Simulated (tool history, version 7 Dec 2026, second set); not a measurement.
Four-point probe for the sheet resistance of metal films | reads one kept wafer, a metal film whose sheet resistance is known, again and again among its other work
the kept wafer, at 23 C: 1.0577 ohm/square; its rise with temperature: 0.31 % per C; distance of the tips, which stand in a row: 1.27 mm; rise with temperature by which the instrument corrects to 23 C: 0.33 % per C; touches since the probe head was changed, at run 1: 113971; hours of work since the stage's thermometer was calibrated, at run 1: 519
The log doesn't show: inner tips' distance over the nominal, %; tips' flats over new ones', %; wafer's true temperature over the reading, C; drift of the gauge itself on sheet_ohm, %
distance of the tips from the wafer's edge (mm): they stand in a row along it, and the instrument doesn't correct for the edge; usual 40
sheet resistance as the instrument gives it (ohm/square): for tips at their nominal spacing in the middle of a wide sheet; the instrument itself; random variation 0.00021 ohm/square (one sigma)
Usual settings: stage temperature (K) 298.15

run	hour	stage temperature (K)	distance of the tips from the wafer's edge (mm)	touches since the probe head was changed	hours of work since the stage's thermometer was calibrated	sheet resistance as the instrument gives it (ohm/square)
1	0	298.15	40	113971	519	1.061286
2	28.7	294.15	40	115700	541	1.061979
3	66.5	298.15	15	117977	571	1.064825
4	104	298.15	15	120235	601	1.064817
5	168.2	298.15	15	124105	652	1.065068
6	219.6	297.15	40	127200	692	1.062094
7	273.6	297.15	40	130455	735	1.061997
8	326.3	297.15	40	133630	777	1.061768
9	359.4	297.15	40	135626	803	1.061721
10	407.7	297.15	40	138534	841	1.06142
11	443.1	297.15	40	140670	869	1.062115
12	478.2	298.15	40	142783	897	1.061884
13	520.8	298.15	11	145348	931	1.068551
14	555.4	298.15	11	147435	958	1.068776
15	596.4	298.15	11	149903	990	1.069012
# hour 602: stage's thermometer calibrated
16	656.2	298.15	11	153473	43	1.068147
17	702	293.15	11	156236	79	1.069272
18	738	298.15	41	158405	108	1.061528
19	772.4	298.15	41	160479	135	1.061751
# hour 798.9: stage's thermometer calibrated, once more
20	814	298.15	7	162955	12	1.081111
21	873.5	300.15	7	166539	59	1.080464
22	910.9	294.15	4	168790	89	1.117914
23	945.9	306.15	4	170899	116	1.115769
24	1002.1	293.15	72	174285	161	1.063881
25	1052.2	293.15	72	177305	200	1.064303

The next listed run, before its measurement:
26	1085.8	292.15	9	179329	227	?

{"run 26": {"sheet resistance as the instrument gives it (ohm/square)": 1.075783}}
Without the tool's hidden state the same run would have given sheet resistance as the instrument gives it (ohm/square) 1.070032.
